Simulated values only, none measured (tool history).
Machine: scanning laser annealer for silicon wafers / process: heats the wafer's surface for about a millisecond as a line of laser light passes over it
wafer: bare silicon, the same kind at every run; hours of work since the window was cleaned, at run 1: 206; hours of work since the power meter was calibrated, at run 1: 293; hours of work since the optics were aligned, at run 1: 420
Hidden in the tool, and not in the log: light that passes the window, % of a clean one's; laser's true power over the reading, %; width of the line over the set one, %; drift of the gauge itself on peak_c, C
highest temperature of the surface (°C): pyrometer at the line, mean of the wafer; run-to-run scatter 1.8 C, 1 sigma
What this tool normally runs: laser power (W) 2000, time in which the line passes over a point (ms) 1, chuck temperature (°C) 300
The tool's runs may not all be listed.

run    day  laser power (W)  time in which the line passes over a point (ms)  chuck temperature (°C)  hours of work since the window was cleaned  hours of work since the power meter was calibrated  hours of work since the optics were aligned  highest temperature of the surface (°C)
  1      0             2000                                                1                     300                                         206                                                 293                                          420                                     1040
  2  0.512             2000                                                1                     300                                         215                                                 302                                          429                                     1040
  3  1.021             2000                                                1                     300                                         223                                                 310                                          437                                     1038
  4  1.396             2000                                                1                     300                                         229                                                 316                                          443                                     1037
  5  1.771             2000                                                1                     300                                         235                                                 322                                          449                                     1039
  6  2.217             2000                                                1                     300                                         242                                                 329                                          457                                     1036
  7  2.658             2000                                                1                     300                                         250                                                 337                                          464                                     1035
  8  3.042             2000                                                1                     332                                         256                                                 343                                          470                                     1069
  9  3.375             1833                                             1.15                     328                                         261                                                 348                                          476                                     1047
 10  3.821             1975                                             0.96                     266                                         268                                                 355                                          483                                      977
 11  4.338             1868                                             0.97                     299                                         277                                                 364                                          491                                      972
 12  4.571             1868                                             0.97                     299                                         281                                                 368                                          495                                      972
 13  4.888             1868                                             0.97                     299                                         286                                                 373                                          500                                      971
 14  5.238             2184                                             0.79                     260                                         292                                                 379                                          506                                      978
 15  5.621             1885                                                1                     283                                         298                                                 385                                          512                                      971

Here are 3 independent what-if runs from the current tool condition. What would each one return?
  A  5.967             1885                                                1                     307                                         303                                                 390                                          518                                        ?
  B  5.967             1885                                             1.13                     283                                         303                                                 390                                          518                                        ?
  C  5.967             1885                                             0.93                     322                                         303                                                 390                                          518                                        ?

run  highest temperature of the surface (°C)
  A                                      992
  B                                     1012
  C                                      984
What these runs would have given with no unlogged condition in the tool:
run  highest temperature of the surface (°C)
  A                                     1020
  B                                     1042
  C                                     1012

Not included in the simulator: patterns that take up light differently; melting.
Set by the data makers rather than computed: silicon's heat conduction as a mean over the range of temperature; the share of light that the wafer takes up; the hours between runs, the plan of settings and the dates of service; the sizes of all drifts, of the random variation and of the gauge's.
